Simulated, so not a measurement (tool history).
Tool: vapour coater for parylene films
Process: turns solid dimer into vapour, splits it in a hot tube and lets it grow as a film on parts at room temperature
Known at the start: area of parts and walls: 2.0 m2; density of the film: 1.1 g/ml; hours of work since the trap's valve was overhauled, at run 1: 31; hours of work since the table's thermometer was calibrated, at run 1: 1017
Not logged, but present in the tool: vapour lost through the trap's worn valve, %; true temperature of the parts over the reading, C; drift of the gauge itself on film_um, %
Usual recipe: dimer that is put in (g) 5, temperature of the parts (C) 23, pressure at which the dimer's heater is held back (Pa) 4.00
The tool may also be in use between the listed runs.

run,hour,dimer that is put in (g),temperature of the parts (C),pressure at which the dimer's heater is held back (Pa),hours of work since the trap's valve was overhauled,hours of work since the table's thermometer was calibrated,thickness of the film (µm)
1,0.0,5,23,4.00,31,1017,1.86
2,54.8,5,23,4.00,69,1055,1.84
3,79.2,5,23,4.00,86,1072,1.91
4,136.3,5,23,5.96,126,1112,1.73
5,178.5,5,23,2.29,155,1141,2.11
6,226.0,5,23,2.29,188,1174,2.11
7,263.7,5,23,5.81,214,1200,1.76
8,298.9,4,26,10.20,239,1225,1.16
9,332.7,4,26,10.20,263,1249,1.14
10,390.7,4,26,10.20,303,1289,1.15
11,424.0,2,33,2.53,326,1312,0.68
12,475.8,2,33,2.53,362,1348,0.70
# hour 533.8: trap's valve overhauled
13,533.8,6,25,2.79,0,1386,2.37
14,560.2,6,25,2.79,18,1404,2.38

Here are 3 independent what-if runs from the current tool condition. What would each one return?
A,612.2,2,25,2.79,55,1441,?
B,612.2,6,25,3.20,55,1441,?
C,612.2,6,24,2.79,55,1441,?

run,thickness of the film (µm)
A,0.82
B,2.33
C,2.37
With the hidden condition removed and each run's random variation left untouched, the same runs would have given:
run,thickness of the film (µm)
A,0.82
B,2.33
C,2.37
